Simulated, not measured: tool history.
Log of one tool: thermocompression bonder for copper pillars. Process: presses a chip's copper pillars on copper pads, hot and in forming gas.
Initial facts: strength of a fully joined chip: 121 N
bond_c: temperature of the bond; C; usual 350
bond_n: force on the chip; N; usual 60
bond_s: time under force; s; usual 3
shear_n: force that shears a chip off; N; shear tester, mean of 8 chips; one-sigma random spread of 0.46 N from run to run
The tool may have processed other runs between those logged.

run,hour,bond_c,bond_n,bond_s,shear_n
1,0.0,350,60,3,85.4
2,50.1,350,60,3,85.3
# hour 86.4: forming gas filter changed
3,87.6,350,60,3,84.9
# hour 126.6: heater calibrated with a thermocouple chip
4,132.2,350,60,3,85.2
5,208.1,350,60,3,85.2
6,272.7,348,60,3,83.3
7,335.4,348,60,3,83.5
8,398.9,348,60,3,83.0
# hour 408.6: forming gas filter changed
9,454.5,348,60,3,83.3
10,500.6,348,60,3,83.3
11,539.6,348,60,3,83.1
12,613.9,348,60,3,82.9
13,681.5,348,60,3,82.6
# hour 727.3: forming gas filter changed
14,756.8,348,60,3,83.3
15,810.5,348,60,3,82.9
16,859.8,350,60,3,84.4
17,903.1,348,60,3,82.3
# hour 916.2: force cell calibrated
18,939.7,348,37,3,67.8
19,1008.3,344,60,3,80.2
# hour 1051.5: forming gas filter changed
20,1051.5,350,60,3,83.8
21,1084.4,350,60,3,83.7
22,1162.4,334,82,7,99.8
23,1217.0,371,82,7,113.2

What does the tool deliver on the next run?
24,1285.0,350,53,6,?

{"run 24": {"shear_n": 93.7}}
Without the tool's hidden state the same run would have given shear_n 95.6 N.

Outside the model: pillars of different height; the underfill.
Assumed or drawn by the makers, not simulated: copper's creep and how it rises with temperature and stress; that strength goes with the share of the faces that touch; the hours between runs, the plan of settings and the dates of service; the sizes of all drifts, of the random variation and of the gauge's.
